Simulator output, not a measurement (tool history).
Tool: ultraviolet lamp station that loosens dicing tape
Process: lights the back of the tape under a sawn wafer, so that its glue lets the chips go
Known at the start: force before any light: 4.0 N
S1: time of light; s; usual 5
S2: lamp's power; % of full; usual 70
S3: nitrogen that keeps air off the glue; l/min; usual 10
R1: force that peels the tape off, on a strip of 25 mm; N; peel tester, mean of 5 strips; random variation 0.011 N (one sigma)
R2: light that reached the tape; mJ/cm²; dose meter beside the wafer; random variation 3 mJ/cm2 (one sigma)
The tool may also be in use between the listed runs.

{"run": 1, "hour": 0.0, "S1": 5, "S2": 70, "S3": 10, "R1": 0.566, "R2": 406}
{"run": 2, "hour": 5.8, "S1": 5, "S2": 70, "S3": 10, "R1": 0.574, "R2": 402}
{"run": 3, "hour": 12.4, "S1": 5, "S2": 70, "S3": 10, "R1": 0.561, "R2": 400}
{"run": 4, "hour": 18.3, "S1": 9, "S2": 70, "S3": 10, "R1": 0.198, "R2": 720}
{"run": 5, "hour": 27.5, "S1": 9, "S2": 70, "S3": 10, "R1": 0.194, "R2": 733}
{"run": 6, "hour": 33.1, "S1": 5, "S2": 70, "S3": 17, "R1": 0.444, "R2": 396}
{"run": 7, "hour": 41.0, "S1": 5, "S2": 70, "S3": 10, "R1": 0.576, "R2": 395}
{"run": 8, "hour": 47.4, "S1": 5, "S2": 66, "S3": 4, "R1": 1.006, "R2": 377}
{"run": 9, "hour": 55.1, "S1": 5, "S2": 84, "S3": 7, "R1": 0.493, "R2": 487}
{"run": 10, "hour": 60.6, "S1": 5, "S2": 68, "S3": 7, "R1": 0.704, "R2": 387}
{"run": 11, "hour": 67.4, "S1": 5, "S2": 68, "S3": 7, "R1": 0.731, "R2": 387}
{"run": 12, "hour": 75.2, "S1": 5, "S2": 71, "S3": 5, "R1": 0.813, "R2": 403}
{"run": 13, "hour": 84.2, "S1": 5, "S2": 70, "S3": 13, "R1": 0.528, "R2": 396}

Forecast each of these 3 alternatives for the next run:
{"run": "A", "hour": 93.3, "S1": 5, "S2": 67, "S3": 7, "R1": "?", "R2": "?"}
{"run": "B", "hour": 93.3, "S1": 6, "S2": 61, "S3": 16, "R1": "?", "R2": "?"}
{"run": "C", "hour": 93.3, "S1": 5, "S2": 65, "S3": 7, "R1": "?", "R2": "?"}

run=A R1=0.746 R2=378
run=B R1=0.447 R2=416
run=C R1=0.792 R2=364
Without the tool's hidden state the same runs would have given:
run=A R1=0.626 R2=422
run=B R1=0.364 R2=464
run=C R1=0.666 R2=406
